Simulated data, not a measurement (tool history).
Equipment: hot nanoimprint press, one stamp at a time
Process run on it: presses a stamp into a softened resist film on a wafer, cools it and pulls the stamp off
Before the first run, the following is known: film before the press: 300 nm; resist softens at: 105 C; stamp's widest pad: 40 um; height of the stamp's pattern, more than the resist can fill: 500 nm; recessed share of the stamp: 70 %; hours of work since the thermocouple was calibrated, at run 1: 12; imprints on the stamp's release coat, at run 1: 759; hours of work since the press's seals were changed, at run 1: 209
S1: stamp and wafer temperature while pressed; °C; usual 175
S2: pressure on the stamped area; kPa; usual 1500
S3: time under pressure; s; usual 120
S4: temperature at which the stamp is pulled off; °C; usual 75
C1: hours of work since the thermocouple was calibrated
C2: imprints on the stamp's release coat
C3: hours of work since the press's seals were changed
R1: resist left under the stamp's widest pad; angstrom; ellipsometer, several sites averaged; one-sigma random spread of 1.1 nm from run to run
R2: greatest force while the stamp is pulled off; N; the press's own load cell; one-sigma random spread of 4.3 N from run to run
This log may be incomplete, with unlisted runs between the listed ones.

| run | hour | S1 | S2 | S3 | S4 | C1 | C2 | C3 | R1 | R2 |
|---|---|---|---|---|---|---|---|---|---|---|
| 1 | 0 | 175 | 1500 | 120 | 75 | 12 | 759 | 209 | 1561 | 244 |
| 2 | 9.5 | 175 | 1500 | 120 | 75 | 18 | 810 | 216 | 1553 | 241 |
| 3 | 20.1 | 175 | 1500 | 120 | 75 | 26 | 866 | 223 | 1581 | 254 |
| 4 | 25.2 | 175 | 1500 | 120 | 75 | 29 | 893 | 226 | 1578 | 243 |
| 5 | 30.7 | 175 | 1500 | 120 | 75 | 33 | 923 | 230 | 1556 | 248 |
| 6 | 37.8 | 175 | 1500 | 120 | 75 | 38 | 960 | 235 | 1589 | 248 |
| 7 | 44.9 | 175 | 1500 | 120 | 74 | 43 | 998 | 240 | 1577 | 258 |
| 8 | 55.6 | 175 | 1500 | 120 | 74 | 50 | 1055 | 247 | 1571 | 266 |
| 9 | 62.2 | 175 | 1500 | 120 | 74 | 55 | 1090 | 252 | 1593 | 269 |
| 10 | 69.7 | 175 | 1500 | 120 | 75 | 60 | 1130 | 257 | 1571 | 255 |
| 11 | 78.2 | 175 | 1500 | 120 | 75 | 65 | 1175 | 263 | 1571 | 260 |
| 12 | 84.4 | 175 | 1500 | 120 | 75 | 70 | 1207 | 267 | 1594 | 262 |
| 13 | 94.7 | 175 | 1500 | 120 | 75 | 77 | 1262 | 274 | 1591 | 259 |
| 14 | 99.3 | 175 | 1500 | 120 | 75 | 80 | 1287 | 277 | 1581 | 261 |
|  | 106.8 | stamp cleaned and given a new release coat |
| 15 | 112.3 | 175 | 1500 | 120 | 77 | 85 | 30 | 282 | 1577 | 203 |
| 16 | 118.9 | 175 | 1500 | 120 | 61 | 89 | 65 | 286 | 1589 | 285 |
| 17 | 124.9 | 175 | 1500 | 120 | 61 | 93 | 97 | 290 | 1579 | 277 |
| 18 | 131.7 | 166 | 1210 | 120 | 79 | 98 | 133 | 295 | 2198 | 196 |
| 19 | 142.1 | 166 | 1210 | 120 | 79 | 105 | 188 | 302 | 2194 | 195 |
| 20 | 148.8 | 185 | 2260 | 83 | 78 | 110 | 224 | 307 | 1100 | 206 |
| 21 | 158.3 | 175 | 1310 | 66 | 75 | 116 | 274 | 313 | 1999 | 226 |
| 22 | 162.8 | 175 | 1310 | 66 | 75 | 119 | 298 | 316 | 2004 | 228 |
| 23 | 170.7 | 180 | 990 | 181 | 69 | 125 | 340 | 322 | 1357 | 247 |
| 24 | 175.1 | 175 | 1500 | 124 | 75 | 128 | 363 | 325 | 1566 | 221 |
| 25 | 183.5 | 171 | 1500 | 125 | 79 | 133 | 408 | 330 | 1797 | 200 |
| 26 | 193.7 | 171 | 980 | 177 | 79 | 140 | 462 | 337 | 1852 | 208 |
| 27 | 200.3 | 181 | 980 | 177 | 79 | 145 | 497 | 342 | 1358 | 208 |
| 28 | 204.8 | 175 | 1500 | 123 | 82 | 148 | 521 | 345 | 1577 | 196 |
| 29 | 211 | 175 | 1500 | 123 | 82 | 152 | 554 | 349 | 1577 | 200 |
| 30 | 215.6 | 177 | 1500 | 123 | 82 | 155 | 578 | 352 | 1491 | 203 |

What differs in the tool's unlogged condition from the final listed run ahead of each entry between runs to the first listed run following it?
Runs 14 to 15: stamp cleaned and given a new release coat (hour 106.8)
  pressure that arrives at the usual setting, %: 97.38 -> 97.34; grip of the stamp's worn release coat, % over a new coat's: 25.6 -> 0.6
  measured result minus the result with no hidden state, R1: +26 -> +27 angstrom; R2: +54 -> +2 N
